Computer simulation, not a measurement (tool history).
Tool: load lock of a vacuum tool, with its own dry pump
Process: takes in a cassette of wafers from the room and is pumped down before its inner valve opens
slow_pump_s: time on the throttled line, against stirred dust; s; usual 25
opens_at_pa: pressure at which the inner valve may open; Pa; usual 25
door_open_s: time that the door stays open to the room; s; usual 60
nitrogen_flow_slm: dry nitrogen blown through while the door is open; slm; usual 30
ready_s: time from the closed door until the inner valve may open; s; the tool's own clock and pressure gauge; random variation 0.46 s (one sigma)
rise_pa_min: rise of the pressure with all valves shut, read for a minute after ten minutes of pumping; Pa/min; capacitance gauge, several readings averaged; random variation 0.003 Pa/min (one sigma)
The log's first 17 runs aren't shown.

run,hour,slow_pump_s,opens_at_pa,door_open_s,nitrogen_flow_slm,"incoming humidity of the room's air, %",ready_s,rise_pa_min
18,3325.4,25,25,60,7,44.0,58.4,0.063
19,3478.3,25,25,60,4,49.8,57.9,0.079
20,3758.3,25,25,26,7,44.7,58.7,0.039
21,3951.2,25,47,164,30,48.4,56.1,0.080
22,4189.4,25,47,164,30,48.2,55.8,0.080
23,4461.7,43,25,60,30,45.3,72.2,0.043
24,4574.4,21,25,60,6,46.5,55.1,0.065
25,4812.3,19,25,158,6,45.0,53.4,0.112
26,4988.2,25,22,60,12,46.5,58.5,0.062
27,5112.9,25,22,60,12,42.5,58.6,0.056
28,5253.9,48,25,60,30,43.0,75.8,0.039
29,5511.0,18,20,35,7,47.6,53.8,0.056
30,5737.4,12,25,211,30,43.3,47.3,0.084
31,5963.1,12,25,211,30,43.0,48.0,0.082
32,6091.5,25,25,112,30,42.2,57.7,0.057
33,6305.2,34,25,60,30,43.1,64.9,0.044
34,6487.9,42,40,136,11,42.0,69.1,0.090
35,6642.5,42,40,136,11,45.1,69.3,0.092
# hour 6866.6: door's seal changed, seat wiped
36,6904.1,25,31,105,30,45.6,56.5,0.053
37,7151.4,25,25,65,30,47.9,57.4,0.043

3 ways to go on from here, each from the tool as it stands after run 37. What would each give?
A,7295.7,29,35,60,30,44.9,?,?
B,7295.7,15,25,68,6,45.7,?,?
C,7295.7,27,25,65,10,47.1,?,?

run,ready_s,rise_pa_min
A,60.4,0.038
B,51.5,0.074
C,59.4,0.062
Without the tool's hidden state the same runs would have given:
run,ready_s,rise_pa_min
A,60.4,0.038
B,51.5,0.074
C,59.4,0.062

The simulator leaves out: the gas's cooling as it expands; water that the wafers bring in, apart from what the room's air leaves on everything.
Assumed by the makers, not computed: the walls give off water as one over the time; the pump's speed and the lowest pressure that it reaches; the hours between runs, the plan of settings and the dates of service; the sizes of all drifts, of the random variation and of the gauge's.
